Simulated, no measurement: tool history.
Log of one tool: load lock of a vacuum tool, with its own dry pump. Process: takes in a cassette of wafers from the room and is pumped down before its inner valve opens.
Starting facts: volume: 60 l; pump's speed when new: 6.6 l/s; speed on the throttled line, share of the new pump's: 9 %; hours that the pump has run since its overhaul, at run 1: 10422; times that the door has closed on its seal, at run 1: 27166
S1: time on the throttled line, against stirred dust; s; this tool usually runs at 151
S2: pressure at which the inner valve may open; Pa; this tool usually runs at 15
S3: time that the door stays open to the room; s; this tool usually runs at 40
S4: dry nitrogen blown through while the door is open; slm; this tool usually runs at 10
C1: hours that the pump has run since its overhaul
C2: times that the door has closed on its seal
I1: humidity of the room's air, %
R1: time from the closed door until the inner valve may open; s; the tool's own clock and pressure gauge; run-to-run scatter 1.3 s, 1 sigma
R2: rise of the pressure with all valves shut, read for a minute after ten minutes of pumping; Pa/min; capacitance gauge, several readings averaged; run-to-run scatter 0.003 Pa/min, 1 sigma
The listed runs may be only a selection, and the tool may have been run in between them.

Run 1, hour 0.0: usual settings; C1 10422; C2 27166; I1 41.4. Result: R1 231.9 s, R2 0.108 Pa/min.
Run 2, hour 217.4: usual settings; C1 10639; C2 27808; I1 46.2. Result: R1 231.9 s, R2 0.114 Pa/min.
Run 3, hour 568.2: usual settings; C1 10990; C2 28844; I1 45.3. Result: R1 232.6 s, R2 0.126 Pa/min.
Run 4, hour 899.7: usual settings; C1 11322; C2 29824; I1 44.1. Result: R1 231.6 s, R2 0.125 Pa/min.
Run 5, hour 1187.0: usual settings but S2 20 Pa; C1 11609; C2 30673; I1 47.6. Result: R1 229.2 s, R2 0.137 Pa/min.
Run 6, hour 1375.6: usual settings but S3 143 s; C1 11798; C2 31230; I1 41.7. Result: R1 236.1 s, R2 0.154 Pa/min.
Run 7, hour 1615.6: usual settings but S3 143 s; C1 12038; C2 31939; I1 44.5. Result: R1 234.7 s, R2 0.158 Pa/min.
Run 8, hour 1845.1: usual settings but S3 143 s; C1 12267; C2 32617; I1 47.2. Result: R1 235.4 s, R2 0.168 Pa/min.
Run 9, hour 2132.4: usual settings but S3 143 s; C1 12554; C2 33466; I1 47.1. Result: R1 233.4 s, R2 0.165 Pa/min.
Run 10, hour 2365.8: usual settings but S3 143 s; C1 12788; C2 34156; I1 47.0. Result: R1 235.0 s, R2 0.172 Pa/min.
Run 11, hour 2736.1: usual settings but S3 62 s; C1 13158; C2 35250; I1 44.8. Result: R1 237.0 s, R2 0.154 Pa/min.
Run 12, hour 2923.0: usual settings but S1 227 s; C1 13345; C2 35802; I1 46.2. Result: R1 305.7 s, R2 0.154 Pa/min.
Run 13, hour 3170.1: usual settings but S1 227 s, S2 10 Pa; C1 13592; C2 36532; I1 47.1. Result: R1 309.3 s, R2 0.158 Pa/min.
Run 14, hour 3435.6: usual settings but S1 162 s, S4 6 slm; C1 13858; C2 37317; I1 48.5. Result: R1 248.0 s, R2 0.163 Pa/min.
Run 15, hour 3620.0: usual settings but S1 103 s, S2 13 Pa, S4 6 slm; C1 14042; C2 37862; I1 42.9. Result: R1 195.2 s, R2 0.162 Pa/min.
Run 16, hour 3951.4: usual settings but S1 215 s, S2 17 Pa, S3 116 s, S4 6 slm; C1 14374; C2 38841; I1 47.6. Result: R1 291.2 s, R2 0.202 Pa/min.
At hour 4178.9: dry pump taken out, an overhauled one fitted.
Run 17, hour 4325.6: usual settings but S1 215 s, S2 17 Pa, S3 116 s, S4 6 slm; C1 147; C2 39928; I1 43.6. Result: R1 272.4 s, R2 0.195 Pa/min.
Run 18, hour 4612.2: usual settings but S1 215 s, S2 22 Pa, S3 116 s, S4 6 slm; C1 433; C2 40775; I1 43.4. Result: R1 271.6 s, R2 0.203 Pa/min.
Run 19, hour 4838.7: usual settings but S2 25 Pa, S4 44 slm; C1 660; C2 41444; I1 43.5. Result: R1 215.5 s, R2 0.162 Pa/min.
Run 20, hour 5242.3: usual settings but S1 168 s; C1 1063; C2 42637; I1 43.4. Result: R1 237.2 s, R2 0.186 Pa/min.
Run 21, hour 5524.4: usual settings but S1 155 s, S2 12 Pa, S3 148 s; C1 1345; C2 43470; I1 44.5. Result: R1 224.6 s, R2 0.222 Pa/min.
Run 22, hour 5769.6: usual settings but S3 48 s; C1 1591; C2 44195; I1 46.1. Result: R1 217.4 s, R2 0.202 Pa/min.
At hour 5853.0: door's seal changed, seat wiped.
Run 23, hour 6161.2: usual settings but S2 11 Pa, S3 48 s, S4 8 slm; C1 1981; C2 911; I1 42.6. Result: R1 221.0 s, R2 0.046 Pa/min.
Run 24, hour 6590.9: usual settings but S2 11 Pa, S3 80 s, S4 42 slm; C1 2410; C2 2180; I1 44.7. Result: R1 226.1 s, R2 0.032 Pa/min.
Run 25, hour 6828.5: usual settings but S1 102 s, S2 18 Pa, S3 185 s, S4 7 slm; C1 2648; C2 2882; I1 43.3. Result: R1 175.0 s, R2 0.075 Pa/min.

Entry by entry between the runs, the difference in hidden state between the last listed run before and the first listed run after:
Logged between run 16 and run 17: dry pump taken out, an overhauled one fitted (hour 4178.9)
  pump's speed, % of a new pump's: 77.6 -> 99.3; leak at the door's seal, Pa l/s: 0.1305 -> 0.1372
  measured less the result without the state, R1: +17.3 -> +0.4 s; R2: +0.131 -> +0.133 Pa/min
Logged between run 22 and run 23: door's seal changed, seat wiped (hour 5853.0)
  pump's speed, % of a new pump's: 97.1 -> 96.5; leak at the door's seal, Pa l/s: 0.1617 -> 0.0041
  measured less the result without the state, R1: +2.0 -> +2.5 s; R2: +0.158 -> +0.002 Pa/min

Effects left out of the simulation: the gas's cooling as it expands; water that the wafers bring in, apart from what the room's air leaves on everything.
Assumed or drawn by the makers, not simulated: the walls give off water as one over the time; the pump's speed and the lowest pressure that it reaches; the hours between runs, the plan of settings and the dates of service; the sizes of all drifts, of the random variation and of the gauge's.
